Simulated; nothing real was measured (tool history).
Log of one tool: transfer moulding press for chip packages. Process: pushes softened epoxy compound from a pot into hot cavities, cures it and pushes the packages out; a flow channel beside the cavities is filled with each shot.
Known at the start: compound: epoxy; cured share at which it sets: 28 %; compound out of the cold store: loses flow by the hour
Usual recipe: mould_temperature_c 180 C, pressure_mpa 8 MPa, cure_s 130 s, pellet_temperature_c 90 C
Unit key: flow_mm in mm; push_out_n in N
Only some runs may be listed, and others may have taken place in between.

run,hour,mould_temperature_c,pressure_mpa,cure_s,pellet_temperature_c,incoming compound's hours out of the cold store,flow_mm,push_out_n
1,0,180,8,130,90,29.3,763,349
2,38.2,180,8,130,90,35.5,727,397
3,62.1,180,8,130,90,21.2,776,421
4,83.9,180,8,130,90,28,749,445
5,117.2,180,8,130,98,34,735,468
6,133.6,180,8,130,98,13.1,803,461
# hour 163.9: cavities cleaned with cleaning compound and waxed
7,163.9,180,8,130,98,33.8,724,348
8,179.8,177,8,130,90,8.6,820,399
9,217.4,180,8,147,90,35.3,715,376
10,243.3,180,8,147,90,8.1,813,408
11,270.9,180,8,147,90,20,763,449
12,301.4,180,8,147,90,38.1,699,456
13,337.9,180,7.76,130,90,23,738,500
# hour 344.7: cavities cleaned with cleaning compound and waxed
14,367.1,180,7.1,130,90,38.6,662,365
15,383.5,176,8,130,85,14.3,804,463
16,412.6,176,8,130,85,30,745,471
17,440.4,176,8,130,85,30.6,741,496
18,460.9,176,8,130,85,22.3,755,512
# hour 489.5: plunger's sealing rings changed
19,495.9,186,6.43,141,90,10,752,449
20,520.5,186,6.43,146,95,30.1,680,471
# hour 526.9: cavities cleaned with cleaning compound and waxed
21,554.7,185,7.02,142,91,30.9,706,354

Expected results for the next run?
22,589.1,185,7.16,148,82,47.4,?,?

{"run 22": {"flow_mm": 673, "push_out_n": 401}}
With the hidden condition absent and the run-to-run variation left alone, this run would have shown flow_mm 676 mm, push_out_n 323 N.
